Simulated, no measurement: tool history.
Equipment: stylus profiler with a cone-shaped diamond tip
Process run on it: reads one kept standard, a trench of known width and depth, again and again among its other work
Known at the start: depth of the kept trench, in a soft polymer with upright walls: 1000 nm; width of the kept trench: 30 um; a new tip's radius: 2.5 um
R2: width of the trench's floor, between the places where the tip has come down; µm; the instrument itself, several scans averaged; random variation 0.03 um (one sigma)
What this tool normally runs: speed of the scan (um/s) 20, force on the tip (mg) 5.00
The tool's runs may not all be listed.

Run 1, hour 0.0: usual settings. Result: depth of the trench (nm) 1005.33, R2 24.86 µm.
Run 2, hour 35.3: usual settings but speed of the scan (um/s) 10. Result: depth of the trench (nm) 1005.38, R2 24.83 µm.
Run 3, hour 90.9: usual settings but speed of the scan (um/s) 58. Result: depth of the trench (nm) 1004.98, R2 24.61 µm.
Run 4, hour 117.2: usual settings but speed of the scan (um/s) 58. Result: depth of the trench (nm) 1005.18, R2 24.56 µm.
Run 5, hour 159.0: usual settings but speed of the scan (um/s) 58. Result: depth of the trench (nm) 1004.93, R2 24.56 µm.
Run 6, hour 188.6: usual settings. Result: depth of the trench (nm) 1004.70, R2 24.63 µm.
Run 7, hour 236.5: usual settings. Result: depth of the trench (nm) 1004.80, R2 24.59 µm.
Run 8, hour 286.7: usual settings. Result: depth of the trench (nm) 1004.79, R2 24.56 µm.
Run 9, hour 334.8: usual settings. Result: depth of the trench (nm) 1004.37, R2 24.48 µm.
Run 10, hour 384.8: usual settings but speed of the scan (um/s) 8, force on the tip (mg) 7.32. Result: depth of the trench (nm) 1006.91, R2 24.49 µm.
Run 11, hour 424.5: usual settings but speed of the scan (um/s) 8, force on the tip (mg) 7.32. Result: depth of the trench (nm) 1007.36, R2 24.38 µm.
Run 12, hour 462.3: usual settings but speed of the scan (um/s) 9, force on the tip (mg) 4.58. Result: depth of the trench (nm) 1003.62, R2 24.40 µm.
Run 13, hour 511.6: usual settings but speed of the scan (um/s) 9, force on the tip (mg) 4.58. Result: depth of the trench (nm) 1003.93, R2 24.33 µm.
Run 14, hour 551.2: usual settings but force on the tip (mg) 4.35. Result: depth of the trench (nm) 1003.30, R2 24.33 µm.
Run 15, hour 600.3: usual settings but force on the tip (mg) 4.35. Result: depth of the trench (nm) 1003.37, R2 24.25 µm.
Run 16, hour 634.6: usual settings but force on the tip (mg) 3.06. Result: depth of the trench (nm) 1000.84, R2 24.25 µm.
Run 17, hour 690.3: usual settings but force on the tip (mg) 3.06. Result: depth of the trench (nm) 1000.74, R2 24.15 µm.
Run 18, hour 722.7: usual settings but force on the tip (mg) 3.06. Result: depth of the trench (nm) 1000.66, R2 24.17 µm.

What if the next run were any one of these 4? Each begins from the tool's condition after run 18:
Run A, hour 754.0: usual settings but force on the tip (mg) 4.80. Result: depth of the trench (nm) ?, R2 ?.
Run B, hour 754.0: usual settings but force on the tip (mg) 2.24. Result: depth of the trench (nm) ?, R2 ?.
Run C, hour 754.0: usual settings but speed of the scan (um/s) 21, force on the tip (mg) 3.39. Result: depth of the trench (nm) ?, R2 ?.
Run D, hour 754.0: usual settings but speed of the scan (um/s) 8, force on the tip (mg) 4.59. Result: depth of the trench (nm) ?, R2 ?.

run  depth of the trench (nm)     R2
  A                   1003.35  24.08
  B                    999.57  24.10
  C                   1001.05  24.10
  D                   1002.92  24.11
Take away the tool's hidden state, keep each run's random variation, and the runs would have read:
run  depth of the trench (nm)     R2
  A                   1009.22  25.92
  B                   1005.43  25.94
  C                   1006.92  25.95
  D                   1008.80  25.95
